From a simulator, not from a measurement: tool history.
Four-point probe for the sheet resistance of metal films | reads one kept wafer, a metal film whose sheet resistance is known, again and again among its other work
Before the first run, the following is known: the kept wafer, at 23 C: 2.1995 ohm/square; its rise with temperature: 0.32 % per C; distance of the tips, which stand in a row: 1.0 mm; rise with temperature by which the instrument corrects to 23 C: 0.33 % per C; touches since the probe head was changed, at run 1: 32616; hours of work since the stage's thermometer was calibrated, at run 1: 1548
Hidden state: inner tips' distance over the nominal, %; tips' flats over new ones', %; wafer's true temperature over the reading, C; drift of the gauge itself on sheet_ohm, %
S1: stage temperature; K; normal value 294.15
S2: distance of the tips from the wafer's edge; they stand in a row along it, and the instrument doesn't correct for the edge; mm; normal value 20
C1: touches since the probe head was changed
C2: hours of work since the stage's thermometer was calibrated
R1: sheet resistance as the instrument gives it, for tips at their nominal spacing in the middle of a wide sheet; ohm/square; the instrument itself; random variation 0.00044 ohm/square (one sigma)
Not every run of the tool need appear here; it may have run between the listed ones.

run	hour	S1	S2	C1	C2	R1
1	0	294.15	20	32616	1548	2.208628
2	36.2	294.15	20	33883	1564	2.208663
3	54.9	294.15	20	34538	1571	2.209971
4	86.9	294.15	20	35659	1585	2.209739
5	104	294.15	20	36260	1592	2.208687
6	135.7	294.15	20	37370	1605	2.209421
# hour 138.2: stage's thermometer calibrated
7	157.9	294.15	20	38129	8	2.208507
8	187	294.15	20	39146	20	2.208568
9	205.9	294.15	20	39808	28	2.208826
10	225.9	294.15	20	40510	37	2.209119

Some steps in R1, run to run, broken into two amounts with sign: the step expected even without the hidden condition (settings, incoming material, random variation), and the rest, left for the hidden condition together with whatever gauge scatter is not in both the measured and the hidden-condition-free result:
Run 2 -> 3: no setting touched and nothing written in the log between the runs. R1 +0.001308 ohm/square: hidden state +0.000059, all else +0.001249.
Run 6 -> 7: stage's thermometer calibrated. R1 -0.000914 ohm/square: hidden state -0.000644, all else -0.00027.

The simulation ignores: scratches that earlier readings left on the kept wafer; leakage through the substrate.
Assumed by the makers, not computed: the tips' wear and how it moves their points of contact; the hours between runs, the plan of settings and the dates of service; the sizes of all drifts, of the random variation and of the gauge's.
